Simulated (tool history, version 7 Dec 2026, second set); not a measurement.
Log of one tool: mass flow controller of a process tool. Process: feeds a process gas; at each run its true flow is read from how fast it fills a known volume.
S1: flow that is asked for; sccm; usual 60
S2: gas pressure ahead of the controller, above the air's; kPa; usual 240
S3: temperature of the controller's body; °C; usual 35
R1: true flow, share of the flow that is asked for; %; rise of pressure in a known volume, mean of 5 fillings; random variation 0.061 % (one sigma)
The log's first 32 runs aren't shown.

run    hour  S1   S2  S3      R1
 33  1905.8  21  157  35  100.12
 34  1967.3  21  157  35  100.15
 35  2027.4  13  241  24   98.43
 36  2076.1  19  172  22   98.54
 37  2121.1  31  213  34   99.89
 38  2200.6  50  194  30   99.73
 39  2270.5  59  166  21   98.88
 40  2338.4  21  260  23   98.04
 41  2418.7  16  227  35   99.49
 42  2471.0  16  227  26   98.55
 43  2546.7  16  227  26   98.54
 44  2623.3  98  171  24   99.38
 45  2697.8  32  142  38  100.27
 46  2764.5  10  142  27   98.67
 47  2845.0  91  142  23   99.16
 48  2882.8  10  142  23   98.08

3 ways to go on from here, each from the tool as it stands after run 48. What would each give?
  A  2935.4  60  272  30   ?
  B  2935.4  83  200  23   ?
  C  2935.4  14  235  23   ?

run     R1
  A  98.95
  B  98.78
  C  97.83
Without the tool's hidden state the same runs would have given:
run     R1
  A  99.72
  B  99.55
  C  98.60

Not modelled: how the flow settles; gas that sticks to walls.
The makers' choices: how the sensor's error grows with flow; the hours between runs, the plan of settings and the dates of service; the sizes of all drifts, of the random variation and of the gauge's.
